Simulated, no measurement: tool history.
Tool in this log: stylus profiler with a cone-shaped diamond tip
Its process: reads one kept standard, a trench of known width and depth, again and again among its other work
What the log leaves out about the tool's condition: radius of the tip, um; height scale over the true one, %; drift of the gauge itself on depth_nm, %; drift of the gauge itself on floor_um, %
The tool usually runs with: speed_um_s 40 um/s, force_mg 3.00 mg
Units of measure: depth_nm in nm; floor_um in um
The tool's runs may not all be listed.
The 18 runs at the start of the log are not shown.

run   hour  speed_um_s  force_mg  scans with this tip  hours of work since the height scale was calibrated  depth_nm  floor_um
 19  453.9          40      3.00                 7789                                                  659    204.22     25.02
 20  480.1          40      3.00                 8022                                                  679    204.21     24.99
 21  514.8          40      3.00                 8330                                                  705    204.25     24.91
 22  552.8          59      4.18                 8668                                                  733    205.17     24.78
 23  569.9          63      1.06                 8819                                                  746    202.66     24.54
 24  595.3          63      1.06                 9045                                                  765    202.61     24.42
 25  630.5          14      5.38                 9358                                                  792    206.01     24.89
 26  649.2         115      5.31                 9524                                                  806    206.07     24.45

Predict the results of run 27:
 27  685.4         115      5.31                 9845                                                  833         ?         ?

Run 27 gave depth_nm 206.02 nm, floor_um 24.43 um.
With no hidden state in the tool, this same run would have given depth_nm 205.09 nm, floor_um 26.81 um.
